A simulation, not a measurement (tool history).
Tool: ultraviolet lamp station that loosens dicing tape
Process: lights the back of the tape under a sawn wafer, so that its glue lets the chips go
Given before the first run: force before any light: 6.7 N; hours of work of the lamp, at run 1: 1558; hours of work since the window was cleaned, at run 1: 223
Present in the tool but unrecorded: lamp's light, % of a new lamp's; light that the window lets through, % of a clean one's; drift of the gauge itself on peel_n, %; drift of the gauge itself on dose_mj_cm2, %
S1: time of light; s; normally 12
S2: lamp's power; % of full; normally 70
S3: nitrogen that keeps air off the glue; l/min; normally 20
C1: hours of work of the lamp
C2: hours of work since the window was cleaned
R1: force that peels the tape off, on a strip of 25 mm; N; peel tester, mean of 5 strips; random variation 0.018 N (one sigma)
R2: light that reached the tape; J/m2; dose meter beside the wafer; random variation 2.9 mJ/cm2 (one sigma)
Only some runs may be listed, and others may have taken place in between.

Run 1, hour 0: usual settings; C1 1558; C2 223. Result: R1 1.464 N, R2 3130 J/m2.
Run 2, hour 45.3: usual settings; C1 1589; C2 254. Result: R1 1.395 N, R2 3120 J/m2.
Run 3, hour 86: usual settings but S3 30 l/min; C1 1616; C2 281. Result: R1 1.229 N, R2 3020 J/m2.
Run 4, hour 141.5: usual settings but S3 30 l/min; C1 1653; C2 318. Result: R1 1.273 N, R2 3010 J/m2.
Run 5, hour 189.5: usual settings; C1 1685; C2 350. Result: R1 1.526 N, R2 2970 J/m2.
Run 6, hour 263.3: usual settings; C1 1734; C2 399. Result: R1 1.598 N, R2 2860 J/m2.
Run 7, hour 297.7: usual settings; C1 1757; C2 422. Result: R1 1.577 N, R2 2870 J/m2.
Run 8, hour 343.4: usual settings but S1 9 s, S2 97 % of full, S3 26 l/min; C1 1788; C2 453. Result: R1 1.385 N, R2 2940 J/m2.
Run 9, hour 415.5: usual settings but S1 9 s, S2 85 % of full, S3 26 l/min; C1 1836; C2 501. Result: R1 1.72 N, R2 2470 J/m2.
At hour 451.2: window cleaned of glue's vapour.
Run 10, hour 455.3: usual settings but S1 9 s, S2 85 % of full, S3 26 l/min; C1 1862; C2 3. Result: R1 1.467 N, R2 2850 J/m2.
Run 11, hour 494.1: usual settings but S1 9 s, S2 85 % of full, S3 26 l/min; C1 1888; C2 29. Result: R1 1.486 N, R2 2850 J/m2.
At hour 509.4: lamp changed.
Run 12, hour 553.2: usual settings but S1 22 s, S2 85 % of full, S3 37 l/min; C1 29; C2 67. Result: R1 0.207 N, R2 9220 J/m2.
Run 13, hour 588.8: usual settings but S1 22 s, S2 69 % of full, S3 37 l/min; C1 53; C2 91. Result: R1 0.258 N, R2 7380 J/m2.

Across each entry between runs, compare the hidden state at the last listed run before it with the hidden state at the first listed run after it:
After run 9, before run 10: window cleaned of glue's vapour (hour 451.2)
  lamp's light, % of a new lamp's: 73.8 -> 73.5; light that the window lets through, % of a clean one's: 87.7 -> 99.9
  what was measured, less what the result would be without the hidden state, R1: +0.823 -> +0.57 N; R2: -1360 -> -1030 J/m2
After run 11, before run 12: lamp changed (hour 509.4)
  lamp's light, % of a new lamp's: 73.2 -> 99.3; light that the window lets through, % of a clean one's: 99.2 -> 98.3
  what was measured, less what the result would be without the hidden state, R1: +0.586 -> +0.003 N; R2: -1060 -> -230 J/m2
